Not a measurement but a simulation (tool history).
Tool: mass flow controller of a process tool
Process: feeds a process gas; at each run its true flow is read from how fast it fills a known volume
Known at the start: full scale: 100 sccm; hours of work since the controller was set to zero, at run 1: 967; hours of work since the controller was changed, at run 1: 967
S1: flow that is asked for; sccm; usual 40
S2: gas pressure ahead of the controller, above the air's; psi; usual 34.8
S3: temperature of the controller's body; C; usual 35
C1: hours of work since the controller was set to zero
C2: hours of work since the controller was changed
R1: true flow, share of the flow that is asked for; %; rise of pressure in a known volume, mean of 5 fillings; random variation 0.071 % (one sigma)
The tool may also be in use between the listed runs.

run	hour	S1	S2	S3	C1	C2	R1
1	0.0	40	34.8	35	967	967	100.50
2	81.6	40	34.8	35	1030	1030	100.43
3	178.6	40	34.8	35	1105	1105	100.39
4	246.7	65	34.8	35	1157	1157	100.63
5	328.3	65	34.8	25	1220	1220	99.64
6	418.0	65	34.8	25	1288	1288	99.70
7	496.7	40	34.8	35	1349	1349	100.35
8	562.9	60	23.5	39	1400	1400	101.08

Run 9 comes next. What will it give?
9	649.5	60	23.5	39	1466	1466	?

{"run 9": {"R1": 101.05}}
Without the tool's hidden state the same run would have given R1 101.05 %.
